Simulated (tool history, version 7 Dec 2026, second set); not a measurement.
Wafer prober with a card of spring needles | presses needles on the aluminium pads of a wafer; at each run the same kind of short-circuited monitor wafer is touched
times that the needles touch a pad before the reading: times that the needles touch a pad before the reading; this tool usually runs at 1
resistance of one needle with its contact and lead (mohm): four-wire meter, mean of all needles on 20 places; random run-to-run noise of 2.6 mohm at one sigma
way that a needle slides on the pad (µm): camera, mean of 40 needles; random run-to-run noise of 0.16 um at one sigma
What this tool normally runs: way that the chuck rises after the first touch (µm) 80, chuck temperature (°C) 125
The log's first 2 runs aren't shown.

| run | hour | way that the chuck rises after the first touch (µm) | chuck temperature (°C) | times that the needles touch a pad before the reading | resistance of one needle with its contact and lead (mohm) | way that a needle slides on the pad (µm) |
|---|---|---|---|---|---|---|
|  | 33.3 | tips cleaned on abrasive film |
|  | 51.7 | tips cleaned on abrasive film |
| 3 | 55.3 | 80 | 125 | 1 | 323 | 20.75 |
|  | 72.1 | tips cleaned on abrasive film |
| 4 | 90.2 | 80 | 125 | 1 | 370 | 20.57 |
|  | 92.7 | tips cleaned on abrasive film |
|  | 106.1 | tips cleaned on abrasive film, once more |
| 5 | 119.2 | 80 | 125 | 2 | 325 | 20.29 |
|  | 126.4 | tips cleaned on abrasive film |
|  | 146.3 | tips cleaned on abrasive film |
| 6 | 152.2 | 80 | 125 | 1 | 332 | 20.63 |
|  | 165.1 | tips cleaned on abrasive film |
| 7 | 167.9 | 80 | 125 | 1 | 321 | 20.6 |
|  | 185.5 | tips cleaned on abrasive film |
|  | 204.9 | tips cleaned on abrasive film |
| 8 | 204.9 | 80 | 125 | 1 | 304 | 20.86 |
|  | 224.9 | tips cleaned on abrasive film |
| 9 | 235.6 | 80 | 125 | 1 | 351 | 20.64 |
|  | 244 | tips cleaned on abrasive film |
| 10 | 253.6 | 93 | 125 | 1 | 332 | 23.65 |
|  | 265 | tips cleaned on abrasive film |
| 11 | 281.7 | 80 | 125 | 1 | 366 | 20.71 |
|  | 283.8 | tips cleaned on abrasive film |
|  | 302.7 | tips cleaned on abrasive film |
| 12 | 307.5 | 60 | 125 | 1 | 352 | 15.14 |
|  | 321.6 | tips cleaned on abrasive film |
| 13 | 331.9 | 60 | 125 | 1 | 393 | 15.05 |
|  | 341 | tips cleaned on abrasive film |
| 14 | 356.2 | 64 | 125 | 1 | 401 | 16.18 |
|  | 362 | tips cleaned on abrasive film |
| 15 | 372.7 | 80 | 125 | 1 | 352 | 20.23 |
|  | 382.3 | tips cleaned on abrasive film |
|  | 401.4 | tips cleaned on abrasive film |
| 16 | 403.8 | 80 | 125 | 1 | 314 | 20.26 |
|  | 421.8 | tips cleaned on abrasive film |
|  | 441.2 | tips cleaned on abrasive film |
| 17 | 441.2 | 80 | 82 | 3 | 294 | 20.45 |
|  | 461.1 | tips cleaned on abrasive film |
| 18 | 466.7 | 86 | 82 | 3 | 300 | 21.69 |
|  | 481.7 | tips cleaned on abrasive film |
| 19 | 485.9 | 80 | 51 | 1 | 310 | 19.99 |
|  | 503 | tips cleaned on abrasive film |
| 20 | 509.8 | 87 | 51 | 2 | 299 | 21.72 |
|  | 522.5 | tips cleaned on abrasive film |
| 21 | 532.4 | 78 | 51 | 2 | 318 | 19.59 |
|  | 542.9 | tips cleaned on abrasive film |
| 22 | 554.8 | 66 | 94 | 2 | 348 | 16.52 |
|  | 561.7 | tips cleaned on abrasive film |
|  | 581.9 | tips cleaned on abrasive film |
| 23 | 584.7 | 79 | 125 | 1 | 323 | 20.2 |
|  | 601.5 | tips cleaned on abrasive film |
| 24 | 604.7 | 63 | 125 | 1 | 344 | 15.7 |

Expected results for the next run?
|  | 621.6 | tips cleaned on abrasive film |
| 25 | 637.5 | 63 | 125 | 1 | ? | ? |

resistance of one needle with its contact and lead (mohm): 432
way that a needle slides on the pad (µm): 15.55
On a tool with no hidden condition, and with the same random variation, this run would have come out at resistance of one needle with its contact and lead (mohm) 307, way that a needle slides on the pad (µm) 16.43.

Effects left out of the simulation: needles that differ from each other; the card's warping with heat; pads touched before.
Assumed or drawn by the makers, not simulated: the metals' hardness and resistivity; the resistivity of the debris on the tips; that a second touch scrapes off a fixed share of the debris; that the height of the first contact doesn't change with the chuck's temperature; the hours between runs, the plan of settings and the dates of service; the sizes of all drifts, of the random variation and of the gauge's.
